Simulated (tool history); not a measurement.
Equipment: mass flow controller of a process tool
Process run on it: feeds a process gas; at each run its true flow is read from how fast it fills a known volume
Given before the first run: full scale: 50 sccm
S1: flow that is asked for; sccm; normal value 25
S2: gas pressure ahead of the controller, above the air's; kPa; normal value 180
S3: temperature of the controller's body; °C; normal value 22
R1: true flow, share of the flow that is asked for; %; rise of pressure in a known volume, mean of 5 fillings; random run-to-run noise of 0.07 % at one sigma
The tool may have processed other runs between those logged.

run,hour,S1,S2,S3,R1
1,0.0,25,180,22,99.44
2,254.3,25,180,30,99.89
3,610.9,25,180,22,99.42
4,784.6,25,180,22,99.50
5,1185.6,25,180,22,99.38
6,1577.2,25,180,22,99.56
7,1918.5,25,180,22,99.59
8,2256.2,25,180,22,99.53
9,2444.3,25,180,22,99.58
10,2677.6,25,180,22,99.48
11,2996.9,25,180,22,99.62
12,3244.2,14,180,22,97.80
13,3580.4,14,180,22,97.92
14,3839.4,14,180,22,97.79
15,4237.8,25,180,22,99.77
16,4494.3,25,180,22,99.69
17,4849.9,25,151,22,99.80
18,5023.3,25,151,22,99.73
19,5335.4,25,223,22,99.73
20,5663.2,25,180,34,100.60
21,5979.1,25,180,30,100.33
22,6384.2,25,180,22,99.85
23,6572.0,25,224,22,99.65
24,6783.0,6,180,22,92.11
# hour 7069.9: controller's zero set anew
25,7114.0,6,180,22,101.38
26,7312.5,34,236,33,103.11
27,7558.3,25,230,30,102.64
28,7925.4,25,230,30,102.56
29,8167.5,7,180,30,101.57
30,8366.7,36,183,23,102.60
31,8584.9,36,183,31,103.16
32,8854.2,34,237,38,103.49
33,9200.8,11,167,22,101.33
34,9399.4,11,149,36,102.05
35,9604.5,6,219,29,100.46
36,9780.5,6,219,29,100.48
37,9977.2,25,222,22,102.20
38,10259.9,30,180,20,102.45
39,10530.4,30,180,39,103.65
40,10752.9,14,180,21,101.38
41,11027.4,5,180,21,98.84
42,11291.3,5,180,21,98.73
43,11619.2,25,180,37,103.31
44,11859.0,25,196,22,102.45
45,12048.1,25,219,24,102.53
46,12405.5,25,225,24,102.56
47,12658.9,6,167,22,98.78
# hour 12941.0: controller exchanged for a calibrated one
48,13039.9,46,175,38,100.71
49,13286.5,10,212,32,98.87

Branching from run 49: 3 alternative next runs. What would each branch give?
A,13454.7,11,253,35,?
B,13454.7,9,233,23,?
C,13454.7,33,180,38,?

run,R1
A,98.98
B,97.99
C,100.39
Had the tool no hidden state, the same runs would have come out as:
run,R1
A,99.16
B,98.26
C,100.31
